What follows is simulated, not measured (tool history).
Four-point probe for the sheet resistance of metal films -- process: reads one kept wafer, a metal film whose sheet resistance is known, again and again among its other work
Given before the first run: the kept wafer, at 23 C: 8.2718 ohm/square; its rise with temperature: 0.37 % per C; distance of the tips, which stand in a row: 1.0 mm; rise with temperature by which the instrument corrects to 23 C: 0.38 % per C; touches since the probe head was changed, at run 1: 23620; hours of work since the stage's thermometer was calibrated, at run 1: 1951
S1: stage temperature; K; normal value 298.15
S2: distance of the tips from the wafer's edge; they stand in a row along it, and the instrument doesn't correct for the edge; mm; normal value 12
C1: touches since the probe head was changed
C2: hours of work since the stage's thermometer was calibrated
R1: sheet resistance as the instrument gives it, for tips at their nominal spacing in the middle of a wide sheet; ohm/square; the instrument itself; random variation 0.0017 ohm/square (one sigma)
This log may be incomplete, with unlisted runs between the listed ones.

Run 1, hour 0.0: usual settings; C1 23620; C2 1951. Result: R1 8.304719 ohm/square.
Run 2, hour 16.5: usual settings; C1 24337; C2 1964. Result: R1 8.303533 ohm/square.
Run 3, hour 26.5: usual settings; C1 24769; C2 1972. Result: R1 8.302786 ohm/square.
Run 4, hour 42.5: usual settings; C1 25465; C2 1984. Result: R1 8.305957 ohm/square.
Run 5, hour 54.8: usual settings; C1 25999; C2 1993. Result: R1 8.298753 ohm/square.
Run 6, hour 63.2: usual settings but S2 52 mm; C1 26363; C2 1999. Result: R1 8.273804 ohm/square.
Run 7, hour 70.8: usual settings but S2 52 mm; C1 26695; C2 2005. Result: R1 8.273371 ohm/square.
Run 8, hour 88.4: usual settings but S2 52 mm; C1 27458; C2 2019. Result: R1 8.271489 ohm/square.
Run 9, hour 95.4: usual settings but S2 52 mm; C1 27765; C2 2024. Result: R1 8.276648 ohm/square.
Run 10, hour 111.9: usual settings but S2 52 mm; C1 28480; C2 2036. Result: R1 8.273327 ohm/square.
Run 11, hour 119.1: usual settings but S2 30 mm; C1 28793; C2 2042. Result: R1 8.277198 ohm/square.
Run 12, hour 130.9: usual settings but S2 30 mm; C1 29303; C2 2051. Result: R1 8.276289 ohm/square.
At hour 132.2: stage's thermometer calibrated.
Run 13, hour 142.5: usual settings but S2 30 mm; C1 29788; C2 8. Result: R1 8.278556 ohm/square.
Run 14, hour 159.8: usual settings; C1 30539; C2 21. Result: R1 8.302553 ohm/square.
Run 15, hour 174.5: usual settings; C1 31177; C2 32. Result: R1 8.301201 ohm/square.
Run 16, hour 181.6: usual settings; C1 31483; C2 38. Result: R1 8.302197 ohm/square.
Run 17, hour 191.1: usual settings but S2 11 mm; C1 31897; C2 45. Result: R1 8.307355 ohm/square.
Run 18, hour 206.2: usual settings but S2 11 mm; C1 32553; C2 56. Result: R1 8.306747 ohm/square.
Run 19, hour 214.0: usual settings but S2 4 mm; C1 32893; C2 62. Result: R1 8.541172 ohm/square.
At hour 222.6: stage's thermometer calibrated, once more.
Run 20, hour 225.2: usual settings but S1 305.15 K, S2 58 mm; C1 33357; C2 2. Result: R1 8.262095 ohm/square.
Run 21, hour 234.2: usual settings but S1 305.15 K, S2 58 mm; C1 33746; C2 9. Result: R1 8.262388 ohm/square.
Run 22, hour 250.2: usual settings but S1 303.15 K, S2 5 mm; C1 34441; C2 21. Result: R1 8.433994 ohm/square.
Run 23, hour 262.5: usual settings but S1 303.15 K, S2 5 mm; C1 34975; C2 30. Result: R1 8.435350 ohm/square.
Run 24, hour 270.6: usual settings but S2 20 mm; C1 35327; C2 36. Result: R1 8.276209 ohm/square.
Run 25, hour 286.8: usual settings but S2 8 mm; C1 36030; C2 49. Result: R1 8.331711 ohm/square.
Run 26, hour 298.7: usual settings but S2 8 mm; C1 36548; C2 58. Result: R1 8.332232 ohm/square.
Run 27, hour 310.6: usual settings but S2 8 mm; C1 37065; C2 67. Result: R1 8.339214 ohm/square.
Run 28, hour 325.7: usual settings but S1 306.15 K, S2 48 mm; C1 37722; C2 78. Result: R1 8.263226 ohm/square.
Run 29, hour 333.8: usual settings but S1 306.15 K, S2 48 mm; C1 38074; C2 85. Result: R1 8.261648 ohm/square.
Run 30, hour 346.8: usual settings but S1 295.15 K; C1 38637; C2 94. Result: R1 8.295120 ohm/square.
Run 31, hour 355.7: usual settings but S1 295.15 K; C1 39025; C2 101. Result: R1 8.292317 ohm/square.
Run 32, hour 368.3: usual settings but S1 305.15 K, S2 9 mm; C1 39573; C2 111. Result: R1 8.317579 ohm/square.
Run 33, hour 381.2: usual settings but S1 305.15 K, S2 9 mm; C1 40133; C2 121. Result: R1 8.312827 ohm/square.
Run 34, hour 391.4: usual settings but S1 305.15 K, S2 9 mm; C1 40573; C2 128. Result: R1 8.313340 ohm/square.
Run 35, hour 405.7: usual settings but S1 296.15 K, S2 8 mm; C1 41195; C2 139. Result: R1 8.330740 ohm/square.
Run 36, hour 421.6: usual settings but S1 296.15 K, S2 8 mm; C1 41886; C2 151. Result: R1 8.333861 ohm/square.
Run 37, hour 433.7: usual settings but S1 305.15 K, S2 13 mm; C1 42412; C2 160. Result: R1 8.287272 ohm/square.

Selected run-to-run steps in R1, each split into two signed amounts: the part the tool would show with no hidden state at all (from settings, incoming material and random variation), and the remainder, which goes to the hidden state together with any gauge scatter not common to the measured and the hidden-state-free results:
Hidden conditions of the tool in this case: inner tips' distance over the nominal, %; tips' flats over new ones', %; wafer's true temperature over the reading, C; drift of the gauge itself on sheet_ohm, %.
Run 12 -> 13: stage's thermometer calibrated. R1 +0.002267 ohm/square: hidden state +0.000571, all else +0.001696.
Run 18 -> 19: S2 11 -> 4. R1 +0.234425 ohm/square: hidden state -0.000050, all else +0.234475.
Run 19 -> 20: S1 298.15 -> 305.15, S2 4 -> 58, stage's thermometer calibrated, once more. R1 -0.279077 ohm/square: hidden state -0.006921, all else -0.272156.
Run 21 -> 22: S1 305.15 -> 303.15, S2 58 -> 5. R1 +0.171606 ohm/square: hidden state -0.000261, all else +0.171867.
